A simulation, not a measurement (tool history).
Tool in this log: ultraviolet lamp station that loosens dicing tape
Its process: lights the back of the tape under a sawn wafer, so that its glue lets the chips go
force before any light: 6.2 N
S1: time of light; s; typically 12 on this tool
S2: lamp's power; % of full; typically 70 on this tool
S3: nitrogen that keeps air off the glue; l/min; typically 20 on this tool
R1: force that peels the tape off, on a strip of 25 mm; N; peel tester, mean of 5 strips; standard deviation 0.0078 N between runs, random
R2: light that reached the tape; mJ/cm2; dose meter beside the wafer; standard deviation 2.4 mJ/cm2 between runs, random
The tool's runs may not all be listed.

run,day,S1,S2,S3,R1,R2
1,0,12,70,20,0.335,230
2,0.625,12,70,20,0.333,226
3,1.304,12,70,20,0.363,218
4,1.846,12,65,20,0.391,204
5,2.212,12,98,20,0.217,308
6,2.767,12,98,20,0.232,310
# day 2.85: window cleaned of glue's vapour
7,3.158,12,92,20,0.256,277
8,3.762,12,92,20,0.257,278
# day 4.388: window cleaned of glue's vapour, once more
9,4.425,12,92,20,0.216,318
10,4.988,12,92,20,0.22,315
11,5.446,12,79,19,0.27,267
12,5.733,8,78,14,0.716,177
13,6.292,12,91,28,0.2,306
14,6.808,7,70,20,0.887,139
15,7.283,7,70,20,0.896,135
16,7.708,6,92,35,0.544,152
17,8.046,6,75,9,1.604,123
18,8.371,6,75,9,1.599,120
19,8.696,13,64,20,0.348,229

Here are 4 independent what-if runs from the current tool condition. What would each one return?
A,9.175,8,68,7,?,?
B,9.175,9,68,39,?,?
C,9.175,12,70,19,?,?
D,9.175,16,86,6,?,?

run,R1,R2
A,1.404,146
B,0.416,162
C,0.367,230
D,0.324,374
Without the tool's unlogged condition, the same runs would have read:
run,R1,R2
A,1.222,160
B,0.349,178
C,0.313,253
D,0.28,411
